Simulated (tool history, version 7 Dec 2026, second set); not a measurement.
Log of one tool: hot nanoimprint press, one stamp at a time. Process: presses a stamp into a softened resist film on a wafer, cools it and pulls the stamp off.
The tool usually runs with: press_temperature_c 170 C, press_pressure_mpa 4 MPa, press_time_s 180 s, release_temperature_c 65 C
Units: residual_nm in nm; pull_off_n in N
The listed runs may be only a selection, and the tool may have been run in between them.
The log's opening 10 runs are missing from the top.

| run | hour | press_temperature_c | press_pressure_mpa | press_time_s | release_temperature_c | hours of work since the thermocouple was calibrated | imprints on the stamp's release coat | hours of work since the press's seals were changed | residual_nm | pull_off_n |
|---|---|---|---|---|---|---|---|---|---|---|
| 11 | 80.5 | 161 | 4 | 180 | 65 | 68 | 1096 | 182 | 279.4 | 229 |
| 12 | 85.3 | 161 | 4 | 180 | 65 | 71 | 1112 | 186 | 279.9 | 228 |
| 13 | 90.9 | 161 | 4 | 180 | 65 | 75 | 1131 | 189 | 280 | 227 |
| 14 | 98.4 | 161 | 4 | 180 | 65 | 79 | 1157 | 194 | 282.9 | 226 |
| 15 | 104.8 | 161 | 4 | 180 | 65 | 83 | 1178 | 198 | 280.2 | 231 |
| 16 | 109.9 | 161 | 4 | 180 | 65 | 87 | 1196 | 201 | 280 | 229 |
|  | 117.3 | stamp cleaned and given a new release coat |
| 17 | 123.7 | 159 | 3.72 | 216 | 54 | 91 | 22 | 206 | 288.3 | 234 |
| 18 | 129 | 159 | 3.72 | 216 | 54 | 95 | 40 | 209 | 287.8 | 234 |
| 19 | 136.6 | 170 | 3.26 | 259 | 65 | 99 | 66 | 214 | 228.4 | 212 |
| 20 | 141.2 | 170 | 3.26 | 259 | 65 | 102 | 81 | 217 | 228.5 | 213 |
|  | 145.2 | plate thermocouple calibrated |
| 21 | 150.1 | 170 | 3.41 | 226 | 65 | 3 | 102 | 220 | 233.6 | 215 |
| 22 | 158.1 | 171 | 4.5 | 172 | 51 | 8 | 129 | 225 | 216.3 | 239 |
| 23 | 164.9 | 171 | 6.17 | 172 | 67 | 12 | 152 | 229 | 182.9 | 210 |

Estimate the outcome of run 24 from the log above:
| 24 | 175.4 | 171 | 6.17 | 196 | 71 | 19 | 187 | 236 | ? | ? |

{"run 24": {"residual_nm": 175.3, "pull_off_n": 206}}
Had the tool carried no hidden state, the very same run would have given residual_nm 170.4 nm, pull_off_n 202 N.

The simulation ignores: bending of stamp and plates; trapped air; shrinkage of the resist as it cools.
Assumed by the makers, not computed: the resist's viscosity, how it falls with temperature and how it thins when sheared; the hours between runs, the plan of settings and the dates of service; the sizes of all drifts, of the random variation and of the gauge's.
